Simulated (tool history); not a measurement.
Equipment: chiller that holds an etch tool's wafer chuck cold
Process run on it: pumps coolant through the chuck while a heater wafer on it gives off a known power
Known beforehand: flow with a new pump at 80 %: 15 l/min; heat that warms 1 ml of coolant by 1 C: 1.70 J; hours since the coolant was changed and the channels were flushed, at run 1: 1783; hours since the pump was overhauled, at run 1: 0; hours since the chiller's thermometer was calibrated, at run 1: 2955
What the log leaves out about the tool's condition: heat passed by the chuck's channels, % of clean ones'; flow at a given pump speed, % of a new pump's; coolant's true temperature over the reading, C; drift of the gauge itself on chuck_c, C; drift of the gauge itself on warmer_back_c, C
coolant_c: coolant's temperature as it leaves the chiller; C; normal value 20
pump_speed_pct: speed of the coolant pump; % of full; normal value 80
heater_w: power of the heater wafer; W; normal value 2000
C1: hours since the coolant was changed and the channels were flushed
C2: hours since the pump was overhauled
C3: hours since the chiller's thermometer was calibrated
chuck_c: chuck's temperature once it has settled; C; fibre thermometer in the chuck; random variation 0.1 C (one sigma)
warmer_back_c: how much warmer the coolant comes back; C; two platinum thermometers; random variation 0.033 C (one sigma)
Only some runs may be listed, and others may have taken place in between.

{"run": 1, "hour": 0.0, "coolant_c": 20, "pump_speed_pct": 80, "heater_w": 2000, "C1": 1783, "C2": 0, "C3": 2955, "chuck_c": 47.0, "warmer_back_c": 4.69}
{"run": 2, "hour": 55.5, "coolant_c": 20, "pump_speed_pct": 80, "heater_w": 2000, "C1": 1839, "C2": 55, "C3": 3010, "chuck_c": 47.0, "warmer_back_c": 4.67}
{"run": 3, "hour": 139.1, "coolant_c": 20, "pump_speed_pct": 80, "heater_w": 2000, "C1": 1922, "C2": 139, "C3": 3094, "chuck_c": 47.1, "warmer_back_c": 4.71}
{"run": 4, "hour": 213.3, "coolant_c": 20, "pump_speed_pct": 98, "heater_w": 2000, "C1": 1997, "C2": 213, "C3": 3168, "chuck_c": 43.4, "warmer_back_c": 3.98}
{"run": 5, "hour": 294.5, "coolant_c": 20, "pump_speed_pct": 98, "heater_w": 2000, "C1": 2078, "C2": 295, "C3": 3249, "chuck_c": 43.8, "warmer_back_c": 3.89}
{"run": 6, "hour": 361.8, "coolant_c": 20, "pump_speed_pct": 98, "heater_w": 2000, "C1": 2145, "C2": 362, "C3": 3317, "chuck_c": 43.8, "warmer_back_c": 3.95}
{"run": 7, "hour": 442.1, "coolant_c": 20, "pump_speed_pct": 80, "heater_w": 2000, "C1": 2226, "C2": 442, "C3": 3397, "chuck_c": 48.0, "warmer_back_c": 4.82}
{"run": 8, "hour": 524.2, "coolant_c": 20, "pump_speed_pct": 80, "heater_w": 2000, "C1": 2308, "C2": 524, "C3": 3479, "chuck_c": 48.4, "warmer_back_c": 4.76}
{"run": 9, "hour": 569.2, "coolant_c": 20, "pump_speed_pct": 80, "heater_w": 1610, "C1": 2353, "C2": 569, "C3": 3524, "chuck_c": 42.5, "warmer_back_c": 3.89}
{"run": 10, "hour": 648.3, "coolant_c": 20, "pump_speed_pct": 80, "heater_w": 1610, "C1": 2432, "C2": 648, "C3": 3603, "chuck_c": 42.8, "warmer_back_c": 3.92}
{"run": 11, "hour": 686.0, "coolant_c": 20, "pump_speed_pct": 80, "heater_w": 1610, "C1": 2469, "C2": 686, "C3": 3641, "chuck_c": 42.8, "warmer_back_c": 3.93}
{"run": 12, "hour": 765.6, "coolant_c": 20, "pump_speed_pct": 80, "heater_w": 1610, "C1": 2549, "C2": 766, "C3": 3720, "chuck_c": 43.0, "warmer_back_c": 3.91}
{"run": 13, "hour": 846.2, "coolant_c": 20, "pump_speed_pct": 80, "heater_w": 1610, "C1": 2630, "C2": 846, "C3": 3801, "chuck_c": 43.3, "warmer_back_c": 3.91}
{"run": 14, "hour": 917.4, "coolant_c": 20, "pump_speed_pct": 80, "heater_w": 2000, "C1": 2701, "C2": 917, "C3": 3872, "chuck_c": 49.2, "warmer_back_c": 4.91}
{"run": 15, "hour": 994.8, "coolant_c": 20, "pump_speed_pct": 80, "heater_w": 2000, "C1": 2778, "C2": 995, "C3": 3950, "chuck_c": 49.9, "warmer_back_c": 4.92}
{"run": 16, "hour": 1044.7, "coolant_c": 26, "pump_speed_pct": 80, "heater_w": 2000, "C1": 2828, "C2": 1045, "C3": 4000, "chuck_c": 55.8, "warmer_back_c": 4.92}
{"run": 17, "hour": 1114.5, "coolant_c": 17, "pump_speed_pct": 93, "heater_w": 1125, "C1": 2898, "C2": 1115, "C3": 4069, "chuck_c": 31.5, "warmer_back_c": 2.37}
{"run": 18, "hour": 1198.1, "coolant_c": 17, "pump_speed_pct": 93, "heater_w": 1125, "C1": 2981, "C2": 1198, "C3": 4153, "chuck_c": 31.4, "warmer_back_c": 2.38}
{"run": 19, "hour": 1246.8, "coolant_c": 22, "pump_speed_pct": 74, "heater_w": 1269, "C1": 3030, "C2": 1247, "C3": 4202, "chuck_c": 42.2, "warmer_back_c": 3.41}
{"run": 20, "hour": 1297.8, "coolant_c": 15, "pump_speed_pct": 74, "heater_w": 1269, "C1": 3081, "C2": 1298, "C3": 4253, "chuck_c": 35.2, "warmer_back_c": 3.44}
{"run": 21, "hour": 1346.9, "coolant_c": 15, "pump_speed_pct": 74, "heater_w": 1269, "C1": 3130, "C2": 1347, "C3": 4302, "chuck_c": 35.3, "warmer_back_c": 3.45}
{"run": 22, "hour": 1411.3, "coolant_c": 15, "pump_speed_pct": 74, "heater_w": 1269, "C1": 3195, "C2": 1411, "C3": 4366, "chuck_c": 35.5, "warmer_back_c": 3.44}
{"run": 23, "hour": 1494.7, "coolant_c": 20, "pump_speed_pct": 97, "heater_w": 1450, "C1": 3278, "C2": 1495, "C3": 4449, "chuck_c": 39.3, "warmer_back_c": 2.98}
{"run": 24, "hour": 1566.2, "coolant_c": 20, "pump_speed_pct": 97, "heater_w": 1450, "C1": 3350, "C2": 1566, "C3": 4521, "chuck_c": 39.6, "warmer_back_c": 2.97}
{"hour": 1582.0, "done": "coolant changed, channels flushed"}
{"run": 25, "hour": 1641.8, "coolant_c": 15, "pump_speed_pct": 97, "heater_w": 1418, "C1": 60, "C2": 1636, "C3": 4591, "chuck_c": 29.5, "warmer_back_c": 2.99}
{"run": 26, "hour": 1698.3, "coolant_c": 20, "pump_speed_pct": 80, "heater_w": 2071, "C1": 116, "C2": 1692, "C3": 4647, "chuck_c": 45.7, "warmer_back_c": 5.24}
{"run": 27, "hour": 1775.6, "coolant_c": 20, "pump_speed_pct": 80, "heater_w": 2071, "C1": 194, "C2": 1770, "C3": 4724, "chuck_c": 45.8, "warmer_back_c": 5.28}
{"run": 28, "hour": 1852.8, "coolant_c": 20, "pump_speed_pct": 76, "heater_w": 1912, "C1": 271, "C2": 1847, "C3": 4802, "chuck_c": 44.9, "warmer_back_c": 5.11}
{"run": 29, "hour": 1894.3, "coolant_c": 20, "pump_speed_pct": 80, "heater_w": 1134, "C1": 312, "C2": 1888, "C3": 4843, "chuck_c": 33.4, "warmer_back_c": 2.88}
{"run": 30, "hour": 1975.1, "coolant_c": 20, "pump_speed_pct": 80, "heater_w": 1134, "C1": 393, "C2": 1969, "C3": 4924, "chuck_c": 33.5, "warmer_back_c": 2.89}
{"run": 31, "hour": 2050.2, "coolant_c": 20, "pump_speed_pct": 80, "heater_w": 1134, "C1": 468, "C2": 2044, "C3": 4999, "chuck_c": 33.7, "warmer_back_c": 2.9}
{"run": 32, "hour": 2122.5, "coolant_c": 20, "pump_speed_pct": 83, "heater_w": 2000, "C1": 541, "C2": 2117, "C3": 5071, "chuck_c": 44.8, "warmer_back_c": 4.97}

Predict each of these 3 candidate next runs independently; none follows another, all start after run 32:
{"run": "A", "hour": 2200.5, "coolant_c": 20, "pump_speed_pct": 95, "heater_w": 1481, "C1": 619, "C2": 2195, "C3": 5149, "chuck_c": "?", "warmer_back_c": "?"}
{"run": "B", "hour": 2200.5, "coolant_c": 15, "pump_speed_pct": 73, "heater_w": 2781, "C1": 619, "C2": 2195, "C3": 5149, "chuck_c": "?", "warmer_back_c": "?"}
{"run": "C", "hour": 2200.5, "coolant_c": 19, "pump_speed_pct": 80, "heater_w": 2000, "C1": 619, "C2": 2195, "C3": 5149, "chuck_c": "?", "warmer_back_c": "?"}

run=A chuck_c=36.2 warmer_back_c=3.22
run=B chuck_c=54.2 warmer_back_c=7.96
run=C chuck_c=44.8 warmer_back_c=5.16
Take away the tool's hidden state, keep each run's random variation, and the runs would have read:
run=A chuck_c=36.0 warmer_back_c=2.92
run=B chuck_c=51.4 warmer_back_c=7.22
run=C chuck_c=43.5 warmer_back_c=4.68
